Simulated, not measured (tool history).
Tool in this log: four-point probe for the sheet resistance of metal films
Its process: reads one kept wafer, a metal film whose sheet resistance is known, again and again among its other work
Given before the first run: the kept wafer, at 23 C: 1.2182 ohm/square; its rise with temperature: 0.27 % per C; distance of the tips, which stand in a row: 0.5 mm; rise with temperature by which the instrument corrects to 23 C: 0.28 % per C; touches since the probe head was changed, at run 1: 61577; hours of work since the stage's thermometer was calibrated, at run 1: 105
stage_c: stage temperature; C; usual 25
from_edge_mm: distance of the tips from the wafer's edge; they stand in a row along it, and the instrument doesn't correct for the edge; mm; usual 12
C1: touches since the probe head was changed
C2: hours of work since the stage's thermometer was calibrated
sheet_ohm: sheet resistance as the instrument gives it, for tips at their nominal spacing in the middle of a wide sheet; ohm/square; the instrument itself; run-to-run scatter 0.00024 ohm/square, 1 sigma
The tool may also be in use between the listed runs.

run 1 day=0 | stage_c=25 from_edge_mm=12 | C1=61577 C2=105 | sheet_ohm=1.226513
run 2 day=0.362 | stage_c=25 from_edge_mm=12 | C1=62059 C2=112 | sheet_ohm=1.227118
run 3 day=1.029 | stage_c=21 from_edge_mm=12 | C1=62939 C2=124 | sheet_ohm=1.22748
run 4 day=1.767 | stage_c=25 from_edge_mm=57 | C1=63917 C2=137 | sheet_ohm=1.225486
run 5 day=2.212 | stage_c=25 from_edge_mm=57 | C1=64511 C2=145 | sheet_ohm=1.226195
run 6 day=2.733 | stage_c=25 from_edge_mm=4 | C1=65199 C2=155 | sheet_ohm=1.236435
run 7 day=3.075 | stage_c=32 from_edge_mm=12 | C1=65654 C2=161 | sheet_ohm=1.226236
run 8 day=3.417 | stage_c=32 from_edge_mm=12 | C1=66109 C2=167 | sheet_ohm=1.22613
run 9 day=3.95 | stage_c=32 from_edge_mm=12 | C1=66815 C2=177 | sheet_ohm=1.226177
run 10 day=4.629 | stage_c=32 from_edge_mm=12 | C1=67714 C2=189 | sheet_ohm=1.226251
run 11 day=5.012 | stage_c=32 from_edge_mm=12 | C1=68221 C2=196 | sheet_ohm=1.226344
run 12 day=5.45 | stage_c=32 from_edge_mm=12 | C1=68804 C2=204 | sheet_ohm=1.226722
run 13 day=5.896 | stage_c=32 from_edge_mm=12 | C1=69393 C2=212 | sheet_ohm=1.226617
run 14 day=6.458 | stage_c=32 from_edge_mm=12 | C1=70136 C2=222 | sheet_ohm=1.22656
run 15 day=7.179 | stage_c=32 from_edge_mm=12 | C1=71094 C2=235 | sheet_ohm=1.22645
run 16 day=7.779 | stage_c=25 from_edge_mm=12 | C1=71886 C2=246 | sheet_ohm=1.228236
run 17 day=8.533 | stage_c=25 from_edge_mm=12 | C1=72890 C2=259 | sheet_ohm=1.228676
run 18 day=8.996 | stage_c=25 from_edge_mm=12 | C1=73500 C2=268 | sheet_ohm=1.228471
run 19 day=9.712 | stage_c=25 from_edge_mm=7 | C1=74452 C2=281 | sheet_ohm=1.230466
run 20 day=10.212 | stage_c=25 from_edge_mm=5 | C1=75115 C2=290 | sheet_ohm=1.233629
run 21 day=10.575 | stage_c=25 from_edge_mm=15 | C1=75595 C2=296 | sheet_ohm=1.228029
run 22 day=11.008 | stage_c=25 from_edge_mm=15 | C1=76167 C2=304 | sheet_ohm=1.228169
run 23 day=11.75 | stage_c=30 from_edge_mm=64 | C1=77155 C2=317 | sheet_ohm=1.226905
run 24 day=12.117 | stage_c=30 from_edge_mm=33 | C1=77639 C2=324 | sheet_ohm=1.227598
run 25 day=12.45 | stage_c=19 from_edge_mm=3 | C1=78079 C2=330 | sheet_ohm=1.247114
run 26 day=13.154 | stage_c=19 from_edge_mm=12 | C1=79012 C2=343 | sheet_ohm=1.229964
run 27 day=13.788 | stage_c=20 from_edge_mm=7 | C1=79854 C2=354 | sheet_ohm=1.232408
run 28 day=14.442 | stage_c=33 from_edge_mm=12 | C1=80723 C2=366 | sheet_ohm=1.227638
run 29 day=14.992 | stage_c=33 from_edge_mm=12 | C1=81446 C2=376 | sheet_ohm=1.227488

What will run 30 give?
run 30 day=15.708 | stage_c=33 from_edge_mm=12 | C1=82398 C2=389 | sheet_ohm=?

{"run 30": {"sheet_ohm": 1.228357}}
Were there no unlogged condition in the tool, this run, its random variation unchanged, would have produced sheet_ohm 1.217905 ohm/square.
